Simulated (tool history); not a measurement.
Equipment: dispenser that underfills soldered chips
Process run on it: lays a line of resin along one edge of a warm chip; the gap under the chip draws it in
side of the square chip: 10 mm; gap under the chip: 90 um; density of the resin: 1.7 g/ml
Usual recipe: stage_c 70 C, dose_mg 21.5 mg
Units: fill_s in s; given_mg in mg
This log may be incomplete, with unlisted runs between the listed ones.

run 1 hour=0.0 | stage_c=70 dose_mg=21.5 | fill_s=35.2 given_mg=21.07
run 2 hour=6.2 | stage_c=70 dose_mg=21.5 | fill_s=43.3 given_mg=21.02
-- hour=13.0 new syringe of resin
run 3 hour=14.4 | stage_c=70 dose_mg=21.5 | fill_s=34.1 given_mg=20.80
-- hour=20.8 dispensing valve cleaned and set on the balance
run 4 hour=21.5 | stage_c=70 dose_mg=21.5 | fill_s=41.3 given_mg=21.65
run 5 hour=26.6 | stage_c=75 dose_mg=21.5 | fill_s=40.7 given_mg=21.56
-- hour=28.7 new syringe of resin
run 6 hour=33.0 | stage_c=75 dose_mg=21.5 | fill_s=30.9 given_mg=21.33
run 7 hour=42.3 | stage_c=75 dose_mg=21.5 | fill_s=42.4 given_mg=21.32
-- hour=43.4 new syringe of resin
run 8 hour=49.1 | stage_c=75 dose_mg=21.5 | fill_s=32.6 given_mg=21.27
run 9 hour=56.6 | stage_c=75 dose_mg=21.5 | fill_s=41.9 given_mg=21.09
-- hour=58.0 new syringe of resin
run 10 hour=63.9 | stage_c=75 dose_mg=21.5 | fill_s=33.1 given_mg=21.07
run 11 hour=72.1 | stage_c=64 dose_mg=21.5 | fill_s=68.6 given_mg=20.99
-- hour=73.1 new syringe of resin
run 12 hour=80.9 | stage_c=70 dose_mg=21.5 | fill_s=43.4 given_mg=20.94
run 13 hour=86.4 | stage_c=69 dose_mg=21.5 | fill_s=54.1 given_mg=20.96
-- hour=88.4 new syringe of resin
-- hour=91.1 dispensing valve cleaned and set on the balance
run 14 hour=95.9 | stage_c=70 dose_mg=21.5 | fill_s=41.6 given_mg=21.52
run 15 hour=102.5 | stage_c=70 dose_mg=21.5 | fill_s=49.8 given_mg=21.38
-- hour=104.5 new syringe of resin
run 16 hour=109.3 | stage_c=70 dose_mg=21.5 | fill_s=38.6 given_mg=21.35
run 17 hour=117.6 | stage_c=70 dose_mg=26.7 | fill_s=50.1 given_mg=26.34
-- hour=119.5 new syringe of resin
run 18 hour=124.5 | stage_c=77 dose_mg=21.5 | fill_s=29.8 given_mg=21.13
run 19 hour=133.6 | stage_c=81 dose_mg=20.3 | fill_s=35.9 given_mg=19.86
-- hour=134.4 new syringe of resin
run 20 hour=141.8 | stage_c=81 dose_mg=20.3 | fill_s=28.1 given_mg=19.76
run 21 hour=148.2 | stage_c=78 dose_mg=26.6 | fill_s=37.0 given_mg=25.83
-- hour=149.0 new syringe of resin
run 22 hour=153.9 | stage_c=78 dose_mg=26.6 | fill_s=28.0 given_mg=25.88

For run 23, what comes out?
run 23 hour=159.8 | stage_c=78 dose_mg=26.6 | fill_s=? given_mg=?

fill_s: 33.9 s
given_mg: 25.72 mg
On a tool with no hidden condition, and with the same random variation, this run would have come out at fill_s 22.8 s, given_mg 26.61 mg.

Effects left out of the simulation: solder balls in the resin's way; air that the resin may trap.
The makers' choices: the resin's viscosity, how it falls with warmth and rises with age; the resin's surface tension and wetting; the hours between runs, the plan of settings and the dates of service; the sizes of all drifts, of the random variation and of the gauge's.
